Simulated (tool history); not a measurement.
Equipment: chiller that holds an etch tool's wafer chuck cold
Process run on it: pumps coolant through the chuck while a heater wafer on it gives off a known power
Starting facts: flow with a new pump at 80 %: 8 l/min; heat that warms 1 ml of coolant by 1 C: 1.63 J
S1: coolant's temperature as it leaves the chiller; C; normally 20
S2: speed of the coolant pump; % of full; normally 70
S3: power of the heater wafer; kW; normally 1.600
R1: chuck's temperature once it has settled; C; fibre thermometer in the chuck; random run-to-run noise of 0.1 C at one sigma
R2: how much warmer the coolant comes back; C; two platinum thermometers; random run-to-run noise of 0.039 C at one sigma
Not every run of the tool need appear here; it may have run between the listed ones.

run,hour,S1,S2,S3,R1,R2
1,0.0,20,70,1.600,36.2,8.97
2,24.3,20,70,1.600,36.0,9.02
3,73.4,20,70,1.600,36.2,8.97
4,122.0,20,70,1.600,36.1,8.98
5,167.6,24,70,1.600,40.0,9.03
6,200.2,24,70,1.600,40.3,9.07
7,243.8,24,70,1.600,40.3,9.03
8,289.7,21,70,1.600,37.2,9.03
9,320.8,21,70,1.600,37.5,8.99
10,359.1,17,74,1.600,32.6,8.48
11,408.9,17,74,1.600,32.9,8.57
12,455.6,17,61,0.925,27.7,6.10
13,499.8,20,79,1.444,33.8,7.20
14,533.1,20,79,1.444,33.7,7.19

The next listed run, before its measurement:
15,576.4,20,79,1.444,?,?

Logged for run 15: R1 34.0 C, R2 7.26 C.
Minus the tool's unlogged condition, the same run would have read R1 31.8 C, R2 6.79 C.
